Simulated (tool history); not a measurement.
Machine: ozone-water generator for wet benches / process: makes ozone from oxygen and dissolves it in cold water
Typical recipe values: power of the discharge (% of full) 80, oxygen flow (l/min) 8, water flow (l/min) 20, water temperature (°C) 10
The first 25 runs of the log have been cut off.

run	hour	power of the discharge (% of full)	oxygen flow (l/min)	water flow (l/min)	water temperature (°C)	hours of work since the electrodes were changed	hours of work since the contactor was cleaned	hours of work since the thermometer was calibrated	dissolved ozone (ppm)	ozone in the gas ahead of the water (g/m3)
# hour 1595.9: water thermometer calibrated
26	1601.1	83	5.14	20	15	3543	282	5	26.8	273.4
27	1656.3	45	8	20	6	3596	335	58	22.4	152.3
28	1742.5	45	8	20	6	3678	417	140	22.2	156.4
29	1783.1	56	12.48	12	12	3716	456	178	33.2	155.2
30	1842.7	50	8.02	17	13	3773	512	235	24.3	165.1
31	1906.2	50	8.02	17	13	3833	573	295	24.4	164.9
32	1991.3	50	8.46	12	13	3914	654	376	30.1	163.8
33	2073.5	97	8	20	8	3993	732	455	36.9	262.3

4 ways to go on from here, each from the tool as it stands after run 33. What would each give?
A	2130.8	42	8	20	15	4047	786	509	?	?
B	2130.8	80	4.82	27	8	4047	786	509	?	?
C	2130.8	72	8	16	6	4047	786	509	?	?
D	2130.8	55	8.83	20	8	4047	786	509	?	?

run	dissolved ozone (ppm)	ozone in the gas ahead of the water (g/m3)
A	18.6	147.3
B	21.1	272.4
C	36.5	214.8
D	25.2	172.6
Take away the tool's hidden state, keep each run's random variation, and the runs would have read:
run	dissolved ozone (ppm)	ozone in the gas ahead of the water (g/m3)
A	18.7	147.4
B	21.2	272.5
C	36.6	214.9
D	25.2	172.6
